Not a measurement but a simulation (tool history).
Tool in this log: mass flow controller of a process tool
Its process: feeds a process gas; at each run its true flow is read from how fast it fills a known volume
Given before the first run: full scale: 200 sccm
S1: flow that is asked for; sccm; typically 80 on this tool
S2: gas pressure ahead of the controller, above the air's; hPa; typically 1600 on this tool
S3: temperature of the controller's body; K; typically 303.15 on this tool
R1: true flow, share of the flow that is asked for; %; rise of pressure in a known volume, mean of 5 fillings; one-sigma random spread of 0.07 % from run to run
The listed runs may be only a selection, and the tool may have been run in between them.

run    hour   S1    S2      S3      R1
  1       0   80  1600  303.15   99.28
  2      84   80  1600  296.15   98.56
  3   189.9   80  1600  296.15   98.61
  4   302.8   80  1600  296.15    98.7
  5   409.2   80  1600  303.15   99.22
  6   524.8   80  1600  303.15   99.29
  7   632.9   80  1600  303.15   99.32
  8   740.4   80  1600  303.15   99.23
  9   811.5   80  2760  303.15    98.9
 10   970.5   80  2760  303.15   98.85
 11  1081.4   72  1600  303.15   99.24
 12    1170   80  1600  303.15   99.31
 13  1306.4   80  1600  303.15   99.29
 14    1446   80  1600  303.15   99.36
 15  1578.3   80  1600  303.15   99.34
 16  1726.1   80  1600  303.15   99.29
 17  1853.1  102  1600  303.15   99.41
 18  1945.2  102  1600  303.15   99.48
 19  2068.9   80  1600  303.15   99.39
 20    2149   80  1600  303.15   99.35
 21  2252.5   80  1600  303.15   99.32
 22  2318.6   80  1600  303.15   99.34
 23  2403.1   80  1600  297.15   98.77
 24  2506.5   80  1600  297.15   98.71
 25  2625.1   80  1600  297.15   98.84
 26  2739.3  108  2400  295.15   98.28
 27  2812.2   81  2420  295.15   98.21
 28  2940.9   86  2030  295.15   98.37
 29    3043   48  1750  309.15  100.37
 30  3133.2  133  2620  300.15   98.83
 31  3287.9  133  2620  300.15   98.94
 32  3419.1  109  2710  311.15   99.74
 33  3554.6  109  2710  311.15    99.8

For run 34, what comes out?
 34  3686.1  31  1600  303.15   ?

R1: 101.13 %
Minus the tool's unlogged condition, the same run would have read R1 98.44 %.
